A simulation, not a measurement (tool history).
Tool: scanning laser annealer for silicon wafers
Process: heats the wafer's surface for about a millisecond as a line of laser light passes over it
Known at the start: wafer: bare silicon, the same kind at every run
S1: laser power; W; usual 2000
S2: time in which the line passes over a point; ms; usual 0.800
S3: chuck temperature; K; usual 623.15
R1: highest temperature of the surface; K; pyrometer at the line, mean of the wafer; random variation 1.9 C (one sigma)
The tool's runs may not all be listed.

Run 1, day 0.000: usual settings. Result: R1 1407.15 K.
At day 1.346: optics aligned, line set to its width.
Run 2, day 1.842: usual settings. Result: R1 1416.15 K.
Run 3, day 4.925: usual settings. Result: R1 1410.15 K.
Run 4, day 8.567: usual settings but S3 594.15 K. Result: R1 1373.15 K.
Run 5, day 10.775: usual settings but S2 0.610 ms. Result: R1 1286.15 K.
Run 6, day 12.279: usual settings but S3 592.15 K. Result: R1 1367.15 K.
Run 7, day 15.996: usual settings but S3 592.15 K. Result: R1 1369.15 K.
Run 8, day 19.558: usual settings but S3 592.15 K. Result: R1 1360.15 K.
Run 9, day 23.138: usual settings but S3 592.15 K. Result: R1 1362.15 K.
At day 23.458: window over the wafer cleaned.
Run 10, day 25.229: usual settings but S1 2073 W, S3 592.15 K. Result: R1 1429.15 K.
Run 11, day 26.825: usual settings but S3 597.15 K. Result: R1 1404.15 K.
Run 12, day 28.767: usual settings but S3 597.15 K. Result: R1 1405.15 K.
Run 13, day 31.458: usual settings but S3 597.15 K. Result: R1 1397.15 K.
Run 14, day 34.350: usual settings but S3 597.15 K. Result: R1 1396.15 K.
Run 15, day 36.075: usual settings but S3 607.15 K. Result: R1 1403.15 K.
Run 16, day 37.733: usual settings but S3 607.15 K. Result: R1 1397.15 K.
Run 17, day 41.329: usual settings but S3 607.15 K. Result: R1 1394.15 K.
Run 18, day 44.104: usual settings but S3 641.15 K. Result: R1 1432.15 K.
Run 19, day 46.458: usual settings but S1 1827 W. Result: R1 1341.15 K.
Run 20, day 48.975: usual settings. Result: R1 1405.15 K.
Run 21, day 52.692: usual settings but S3 652.15 K. Result: R1 1428.15 K.
Run 22, day 56.246: usual settings but S1 1971 W, S2 0.639 ms, S3 589.15 K. Result: R1 1258.15 K.
Run 23, day 57.829: usual settings but S1 1971 W, S2 0.639 ms, S3 589.15 K. Result: R1 1257.15 K.
Run 24, day 60.733: usual settings but S2 0.721 ms, S3 653.15 K. Result: R1 1380.15 K.
Run 25, day 64.204: usual settings but S1 2169 W, S2 0.891 ms, S3 653.15 K. Result: R1 1537.15 K.
Run 26, day 65.925: usual settings but S1 2169 W, S2 0.891 ms, S3 653.15 K. Result: R1 1534.15 K.
At day 67.433: window over the wafer cleaned.
Run 27, day 69.104: usual settings but S1 2169 W, S2 0.891 ms, S3 653.15 K. Result: R1 1578.15 K.
Run 28, day 71.738: usual settings but S1 1830 W, S2 0.872 ms, S3 583.15 K. Result: R1 1352.15 K.
Run 29, day 75.133: usual settings but S1 1830 W, S2 0.872 ms, S3 583.15 K. Result: R1 1353.15 K.
Run 30, day 78.354: usual settings but S1 1830 W, S2 0.872 ms, S3 583.15 K. Result: R1 1350.15 K.
Run 31, day 81.225: usual settings but S1 1957 W, S2 0.601 ms, S3 654.15 K. Result: R1 1307.15 K.
Run 32, day 83.350: usual settings but S1 1957 W, S2 0.601 ms, S3 654.15 K. Result: R1 1306.15 K.
Run 33, day 86.612: usual settings but S1 1957 W, S2 0.601 ms, S3 654.15 K. Result: R1 1305.15 K.
Run 34, day 89.354: usual settings but S1 1957 W, S2 0.601 ms, S3 654.15 K. Result: R1 1302.15 K.
Run 35, day 91.633: usual settings but S1 2109 W, S2 0.845 ms, S3 594.15 K. Result: R1 1443.15 K.
Run 36, day 94.750: usual settings but S1 2109 W, S2 0.845 ms, S3 594.15 K. Result: R1 1438.15 K.
Run 37, day 96.554: usual settings but S1 2004 W, S2 0.890 ms, S3 630.15 K. Result: R1 1459.15 K.
Run 38, day 100.046: usual settings but S1 2004 W, S2 0.890 ms, S3 630.15 K. Result: R1 1451.15 K.
Run 39, day 102.775: usual settings but S1 1720 W, S2 0.854 ms, S3 655.15 K. Result: R1 1344.15 K.
Run 40, day 105.279: usual settings but S1 1720 W, S2 0.854 ms, S3 655.15 K. Result: R1 1341.15 K.

4 ways to go on from here, each from the tool as it stands after run 40. What would each give?
Run A, day 106.871: usual settings but S1 1932 W, S2 0.754 ms, S3 584.15 K. Result: R1 ?.
Run B, day 106.871: usual settings but S2 0.945 ms, S3 587.15 K. Result: R1 ?.
Run C, day 106.871: usual settings but S2 0.575 ms. Result: R1 ?.
Run D, day 106.871: usual settings but S1 1720 W, S2 0.854 ms, S3 653.15 K. Result: R1 ?.

run       R1
  A  1298.15
  B  1429.15
  C  1251.15
  D  1338.15
Without the tool's hidden state the same runs would have given:
run       R1
  A  1348.15
  B  1488.15
  C  1295.15
  D  1385.15

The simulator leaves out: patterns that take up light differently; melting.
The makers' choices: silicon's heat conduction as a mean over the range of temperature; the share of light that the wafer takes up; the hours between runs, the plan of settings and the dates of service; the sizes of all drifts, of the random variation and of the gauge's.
